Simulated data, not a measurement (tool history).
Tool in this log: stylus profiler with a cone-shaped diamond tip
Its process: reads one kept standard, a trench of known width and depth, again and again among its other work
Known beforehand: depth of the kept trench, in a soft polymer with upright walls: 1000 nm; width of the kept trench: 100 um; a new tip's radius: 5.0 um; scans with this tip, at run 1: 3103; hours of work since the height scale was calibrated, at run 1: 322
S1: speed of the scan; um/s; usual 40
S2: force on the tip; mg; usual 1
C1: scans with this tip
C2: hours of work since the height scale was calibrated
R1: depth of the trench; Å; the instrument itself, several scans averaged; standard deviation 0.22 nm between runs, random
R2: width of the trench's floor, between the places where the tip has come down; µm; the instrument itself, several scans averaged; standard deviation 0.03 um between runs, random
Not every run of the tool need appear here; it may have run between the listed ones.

run	hour	S1	S2	C1	C2	R1	R2
1	0	40	1	3103	322	10033.3	93.46
2	60.8	40	1	3371	349	10033	93.41
3	113.7	40	1	3603	374	10033.1	93.46
4	159.3	41	1	3804	394	10032.8	93.41
5	210.8	15	1	4031	418	10035	93.6
6	244.1	15	1	4177	433	10034.3	93.51
7	295.4	15	1	4403	456	10030.5	93.55
8	330.6	40	1	4558	472	10031	93.37
9	379.4	133	1	4773	495	10028.6	92.63
10	441.9	133	1.2	5048	523	10034.3	92.72
11	502.3	133	1.2	5314	551	10032.6	92.66
12	561.9	133	0.55	5576	578	10011.6	92.25
13	612.8	133	0.55	5800	601	10010.4	92.12
14	656.4	133	0.55	5991	621	10013.1	92.13
15	717.4	133	0.38	6260	649	9999.1	91.82
16	749.1	133	0.38	6399	663	10001.3	91.85
17	788.5	133	0.38	6573	681	9998.4	91.9
18	852.9	133	0.38	6856	711	9998.9	91.84
19	903.9	133	0.38	7081	734	9999.9	91.75
20	935.4	133	0.38	7219	748	9996.9	91.82
21	988.6	117	1	7453	773	10019.9	92.51
22	1052.2	71	1	7733	802	10019.5	92.9
23	1089.9	71	1	7899	819	10017.1	92.89
24	1142.8	71	1	8132	843	10017.6	92.89
25	1198.6	81	1.48	8378	868	10029	92.9
26	1249.3	12	0.94	8600	891	10014.2	93.31
27	1310.7	12	0.94	8871	920	10011.1	93.25
28	1341.5	18	1	9006	934	10016.8	93.22
29	1389.8	102	1.64	9219	956	10033.7	92.67
# hour 1450.3: height scale calibrated on a step standard
30	1451.4	102	1.64	9488	1	10064.8	92.62
31	1514.4	102	1.64	9765	29	10063.3	92.67
32	1565.2	100	1.64	9988	52	10066.5	92.63
33	1597	16	1	10128	67	10046.9	93.1
34	1636.2	16	1	10301	85	10043.1	93.09
35	1692.4	11	2.3	10548	110	10079.7	93.1
36	1757.2	75	0.38	10833	140	10020	92.24
37	1784.1	75	0.39	10952	152	10021.4	92.26
38	1848.8	75	1.47	11236	182	10057.8	92.7
39	1882.2	12	0.38	11383	197	10018.4	92.98
40	1933.7	71	0.43	11610	221	10016.8	92.26
41	1992.1	16	0.93	11867	247	10034.4	92.98
42	2036.7	16	0.93	12063	267	10036.3	92.94
43	2097.5	16	0.93	12331	295	10034.1	92.93
44	2158.6	16	0.93	12599	323	10033.2	92.94
45	2191.8	16	0.93	12746	338	10035.8	92.92
46	2218.7	74	1.75	12864	350	10061.5	92.55

Measured minus without-hidden-state, run by run (identical run-to-run variation in each term; gauge scatter may differ):
The tool's hidden condition here consists of: radius of the tip, um; height scale over the true one, %; drift of the gauge itself on depth_nm, %; drift of the gauge itself on floor_um, %.
run	R1	R2
1	-13.2	-0.22
2	-14.1	-0.24
3	-14.8	-0.27
4	-15.5	-0.28
5	-16.4	-0.29
6	-16.9	-0.31
7	-17.6	-0.32
8	-18.2	-0.34
9	-18.9	-0.36
10	-19.9	-0.37
11	-20.9	-0.4
12	-21.8	-0.41
13	-22.6	-0.43
14	-23.3	-0.45
15	-24.2	-0.47
16	-24.7	-0.47
17	-25.4	-0.49
18	-26.3	-0.51
19	-27.2	-0.53
20	-27.7	-0.53
21	-28.5	-0.56
22	-29.6	-0.57
23	-30.2	-0.59
24	-31	-0.6
25	-31.9	-0.62
26	-32.8	-0.63
27	-33.8	-0.65
28	-34.3	-0.67
29	-35.1	-0.68
30	-0.7	-0.7
31	-1.8	-0.72
32	-2.6	-0.74
33	-3.1	-0.75
34	-3.7	-0.76
35	-4.5	-0.78
36	-5.6	-0.8
37	-6	-0.81
38	-7	-0.83
39	-7.6	-0.84
40	-8.5	-0.86
41	-9.4	-0.88
42	-10	-0.9
43	-11	-0.91
44	-12	-0.93
45	-12.4	-0.94
46	-12.9	-0.94
